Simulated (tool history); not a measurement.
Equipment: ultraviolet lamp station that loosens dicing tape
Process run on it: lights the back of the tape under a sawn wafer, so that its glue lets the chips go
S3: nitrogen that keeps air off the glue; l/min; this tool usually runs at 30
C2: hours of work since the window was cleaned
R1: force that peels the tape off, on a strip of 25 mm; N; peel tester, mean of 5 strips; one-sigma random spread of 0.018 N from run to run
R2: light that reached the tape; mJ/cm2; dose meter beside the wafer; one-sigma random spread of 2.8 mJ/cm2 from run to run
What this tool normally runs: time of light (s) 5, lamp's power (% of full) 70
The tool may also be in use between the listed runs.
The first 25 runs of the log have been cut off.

-- hour=396.7 window cleaned of glue's vapour, once more
run 26 hour=404.8 | time_of_light_(s)=3 lamp's_power_(%_of_full)=86 S3=25 | hours_of_work_of_the_lamp=308 C2=4 | R1=1.712 R2=275
run 27 hour=421.6 | time_of_light_(s)=3 lamp's_power_(%_of_full)=70 S3=23 | hours_of_work_of_the_lamp=316 C2=12 | R1=2.121 R2=225
run 28 hour=442.8 | time_of_light_(s)=3 lamp's_power_(%_of_full)=70 S3=23 | hours_of_work_of_the_lamp=327 C2=23 | R1=2.113 R2=224
run 29 hour=463.6 | time_of_light_(s)=9 lamp's_power_(%_of_full)=87 S3=30 | hours_of_work_of_the_lamp=337 C2=33 | R1=0.222 R2=839
run 30 hour=480.6 | time_of_light_(s)=9 lamp's_power_(%_of_full)=87 S3=30 | hours_of_work_of_the_lamp=345 C2=42 | R1=0.231 R2=828
run 31 hour=493.9 | time_of_light_(s)=5 lamp's_power_(%_of_full)=80 S3=30 | hours_of_work_of_the_lamp=352 C2=48 | R1=0.812 R2=421
run 32 hour=504.2 | time_of_light_(s)=5 lamp's_power_(%_of_full)=80 S3=30 | hours_of_work_of_the_lamp=357 C2=54 | R1=0.812 R2=418
run 33 hour=519.4 | time_of_light_(s)=5 lamp's_power_(%_of_full)=80 S3=30 | hours_of_work_of_the_lamp=365 C2=61 | R1=0.808 R2=417
run 34 hour=530.6 | time_of_light_(s)=5 lamp's_power_(%_of_full)=63 S3=33 | hours_of_work_of_the_lamp=370 C2=67 | R1=1.130 R2=331
run 35 hour=541.2 | time_of_light_(s)=2 lamp's_power_(%_of_full)=76 S3=30 | hours_of_work_of_the_lamp=376 C2=72 | R1=2.548 R2=157
run 36 hour=557.1 | time_of_light_(s)=9 lamp's_power_(%_of_full)=62 S3=59 | hours_of_work_of_the_lamp=384 C2=80 | R1=0.259 R2=580
run 37 hour=568.9 | time_of_light_(s)=3 lamp's_power_(%_of_full)=73 S3=33 | hours_of_work_of_the_lamp=390 C2=86 | R1=1.830 R2=230
run 38 hour=580.4 | time_of_light_(s)=9 lamp's_power_(%_of_full)=73 S3=30 | hours_of_work_of_the_lamp=395 C2=92 | R1=0.321 R2=686
run 39 hour=589.6 | time_of_light_(s)=2 lamp's_power_(%_of_full)=86 S3=30 | hours_of_work_of_the_lamp=400 C2=96 | R1=2.348 R2=173
run 40 hour=611.7 | time_of_light_(s)=5 lamp's_power_(%_of_full)=75 S3=30 | hours_of_work_of_the_lamp=411 C2=107 | R1=0.933 R2=384
run 41 hour=631.4 | time_of_light_(s)=10 lamp's_power_(%_of_full)=70 S3=31 | hours_of_work_of_the_lamp=421 C2=117 | R1=0.288 R2=713
run 42 hour=646.3 | time_of_light_(s)=10 lamp's_power_(%_of_full)=70 S3=31 | hours_of_work_of_the_lamp=428 C2=124 | R1=0.289 R2=719
run 43 hour=657.4 | time_of_light_(s)=10 lamp's_power_(%_of_full)=70 S3=31 | hours_of_work_of_the_lamp=434 C2=130 | R1=0.276 R2=713

Here are 4 independent what-if runs from the current tool condition. What would each one return?
run A hour=671.5 | time_of_light_(s)=5 lamp's_power_(%_of_full)=88 S3=11 | hours_of_work_of_the_lamp=441 C2=137 | R1=? R2=?
run B hour=671.5 | time_of_light_(s)=10 lamp's_power_(%_of_full)=70 S3=14 | hours_of_work_of_the_lamp=441 C2=137 | R1=? R2=?
run C hour=671.5 | time_of_light_(s)=6 lamp's_power_(%_of_full)=73 S3=20 | hours_of_work_of_the_lamp=441 C2=137 | R1=? R2=?
run D hour=671.5 | time_of_light_(s)=3 lamp's_power_(%_of_full)=60 S3=15 | hours_of_work_of_the_lamp=441 C2=137 | R1=? R2=?

run=A R1=1.450 R2=454
run=B R1=0.553 R2=711
run=C R1=0.975 R2=445
run=D R1=2.873 R2=183
Had the tool no hidden state, the same runs would have come out as:
run=A R1=1.252 R2=506
run=B R1=0.445 R2=794
run=C R1=0.813 R2=497
run=D R1=2.670 R2=205
